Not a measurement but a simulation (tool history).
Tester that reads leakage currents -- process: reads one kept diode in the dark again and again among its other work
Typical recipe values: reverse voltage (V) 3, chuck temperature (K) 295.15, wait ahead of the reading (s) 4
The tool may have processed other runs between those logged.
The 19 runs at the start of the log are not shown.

run	hour	reverse voltage (V)	chuck temperature (K)	wait ahead of the reading (s)	hours of work since the probe card was cleaned	hours of work since the tester was calibrated	hours of work since the chuck was calibrated	current that the tester gives (pA)
20	1290.8	3	305.15	0.32	400	1858	551	200.85
21	1381.5	3	305.15	0.32	467	1926	619	201.11
22	1464.1	3	295.15	3.86	529	1987	681	78.78
23	1527.5	3	295.15	3.86	576	2035	728	78.79
24	1589.8	3	305.15	0.62	623	2081	774	197.09
25	1657.1	3	317.15	1.02	673	2131	825	552.15
26	1741.9	1.18	316.15	0.3	736	2195	888	336.44
# hour 1790.6: tester calibrated
27	1826.3	1.18	316.15	0.3	798	27	949	335.7
28	1866.7	3.71	302.15	5.7	828	57	980	165.64
29	1903.5	4.3	295.15	0.43	855	84	1007	96.24
30	1950.9	4.3	295.15	0.43	891	120	1042	95.83
31	2026.4	4.3	295.15	0.43	947	176	1099	96.05
32	2092.8	3	310.15	4	997	226	1148	303.37
33	2167.6	3	310.15	4	1052	281	1204	305.16
34	2237.9	13.53	310.15	6.69	1105	334	1257	590.28
35	2305.8	13.53	310.15	6.69	1155	384	1307	591.06
36	2356	3.73	324.15	5.68	1193	422	1345	1052.36
37	2399.7	4.75	312.15	5.68	1226	455	1377	439.1

4 options for the next run, each taken on its own from the tool as it stands now. Forecast them:
A	2457	3	321.15	0.53	1268	497	1420	?
B	2457	11.71	301.15	8.79	1268	497	1420	?
C	2457	15.69	325.15	4.3	1268	497	1420	?
D	2457	1.25	295.15	2.3	1268	497	1420	?

run	current that the tester gives (pA)
A	758.22
B	249.75
C	2138.95
D	53.9
With the hidden condition removed and each run's random variation left untouched, the same runs would have given:
run	current that the tester gives (pA)
A	757.99
B	249.61
C	2138.28
D	53.88
